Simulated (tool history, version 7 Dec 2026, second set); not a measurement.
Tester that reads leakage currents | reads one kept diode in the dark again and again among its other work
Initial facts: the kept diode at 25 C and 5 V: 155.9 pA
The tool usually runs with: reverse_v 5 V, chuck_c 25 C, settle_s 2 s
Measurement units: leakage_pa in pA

Run 1, hour 0: usual settings. Result: leakage_pa 156.65 pA.
Run 2, hour 54: usual settings but reverse_v 8.24 V. Result: leakage_pa 205.66 pA.
Run 3, hour 110.6: usual settings but reverse_v 8.24 V, settle_s 7.37 s. Result: leakage_pa 204.34 pA.
Run 4, hour 168.8: usual settings but reverse_v 8.24 V, settle_s 7.37 s. Result: leakage_pa 204.05 pA.
Run 5, hour 207.7: usual settings but reverse_v 8.24 V, settle_s 7.37 s. Result: leakage_pa 203.91 pA.
At hour 220.1: probe card cleaned and baked.
Run 6, hour 261.4: usual settings but chuck_c 50 C. Result: leakage_pa 1243.42 pA.
Run 7, hour 314: usual settings. Result: leakage_pa 158.04 pA.
Run 8, hour 380.9: usual settings but settle_s 9.77 s. Result: leakage_pa 156.29 pA.
Run 9, hour 461: usual settings. Result: leakage_pa 156.97 pA.
Run 10, hour 527.2: usual settings. Result: leakage_pa 156.36 pA.
Run 11, hour 586.7: usual settings. Result: leakage_pa 156.82 pA.
Run 12, hour 629.9: usual settings. Result: leakage_pa 156.78 pA.
Run 13, hour 670.3: usual settings. Result: leakage_pa 156.52 pA.
Run 14, hour 729.7: usual settings. Result: leakage_pa 156.76 pA.
Run 15, hour 807.9: usual settings. Result: leakage_pa 156.14 pA.
Run 16, hour 847.8: usual settings. Result: leakage_pa 156.72 pA.
Run 17, hour 911.5: usual settings. Result: leakage_pa 156.22 pA.
Run 18, hour 951: usual settings but chuck_c 23 C. Result: leakage_pa 130.99 pA.
Run 19, hour 1010.1: usual settings. Result: leakage_pa 156.19 pA.
At hour 1031.5: chuck's temperature calibrated.
Run 20, hour 1097: usual settings. Result: leakage_pa 156.44 pA.
Run 21, hour 1141: usual settings. Result: leakage_pa 156.88 pA.
Run 22, hour 1208.2: usual settings but reverse_v 5.07 V, chuck_c 27 C. Result: leakage_pa 189.58 pA.
Run 23, hour 1243.2: usual settings but reverse_v 5.07 V, chuck_c 27 C. Result: leakage_pa 188.63 pA.
Run 24, hour 1323.9: usual settings but reverse_v 4.58 V, chuck_c 42 C, settle_s 8.73 s. Result: leakage_pa 633.52 pA.
Run 25, hour 1384.9: usual settings but reverse_v 3.15 V, chuck_c 37 C, settle_s 0.96 s. Result: leakage_pa 342.17 pA.
Run 26, hour 1439.2: usual settings but reverse_v 14.64 V, settle_s 0.88 s. Result: leakage_pa 285.62 pA.
Run 27, hour 1512.3: usual settings but reverse_v 14.64 V, chuck_c 51 C, settle_s 2.49 s. Result: leakage_pa 2391.95 pA.
Run 28, hour 1565.6: usual settings but reverse_v 4.91 V, settle_s 0.63 s. Result: leakage_pa 156.23 pA.
Run 29, hour 1637.2: usual settings but reverse_v 17.18 V, chuck_c 55 C, settle_s 1.46 s. Result: leakage_pa 3524.89 pA.
Run 30, hour 1699.5: usual settings but reverse_v 1.44 V, chuck_c 47 C, settle_s 1.46 s. Result: leakage_pa 501.12 pA.
Run 31, hour 1769.4: usual settings but reverse_v 1.44 V, chuck_c 47 C, settle_s 1.46 s. Result: leakage_pa 497.57 pA.
Run 32, hour 1822.4: usual settings but reverse_v 1.44 V, chuck_c 47 C, settle_s 1.46 s. Result: leakage_pa 497.01 pA.
Run 33, hour 1864.7: usual settings but reverse_v 1.44 V, chuck_c 41 C, settle_s 1.46 s. Result: leakage_pa 311.64 pA.
Run 34, hour 1941: usual settings but reverse_v 1.44 V, chuck_c 41 C, settle_s 1.46 s. Result: leakage_pa 310.32 pA.
Run 35, hour 1997.4: usual settings but reverse_v 1.44 V, chuck_c 41 C, settle_s 1.46 s. Result: leakage_pa 310.5 pA.
Run 36, hour 2053.5: usual settings but reverse_v 1.44 V, chuck_c 41 C, settle_s 1.46 s. Result: leakage_pa 310.07 pA.
Run 37, hour 2138.9: usual settings but reverse_v 4.82 V. Result: leakage_pa 152.96 pA.
Run 38, hour 2202.8: usual settings but reverse_v 5.11 V, chuck_c 27 C, settle_s 0.52 s. Result: leakage_pa 192.44 pA.
Run 39, hour 2252.4: usual settings but reverse_v 2.2 V, chuck_c 58 C, settle_s 3.57 s. Result: leakage_pa 1449.83 pA.
Run 40, hour 2292.7: usual settings but reverse_v 2.2 V, chuck_c 58 C, settle_s 3.57 s. Result: leakage_pa 1442.68 pA.
Run 41, hour 2353.7: usual settings but settle_s 0.33 s. Result: leakage_pa 161.53 pA.

Predict each of these 3 candidate next runs independently; none follows another, all start after run 41:
Run A, hour 2388.8: usual settings but reverse_v 1.26 V, chuck_c 59 C, settle_s 2.73 s. Result: leakage_pa ?.
Run B, hour 2388.8: usual settings but reverse_v 3.33 V, chuck_c 20 C, settle_s 0.4 s. Result: leakage_pa ?.
Run C, hour 2388.8: usual settings but chuck_c 45 C, settle_s 1.47 s. Result: leakage_pa ?.

run  leakage_pa
  A     1145.41
  B        81.9
  C      837.54
Without the tool's hidden state the same runs would have given:
run  leakage_pa
  A     1147.64
  B       82.06
  C      839.27
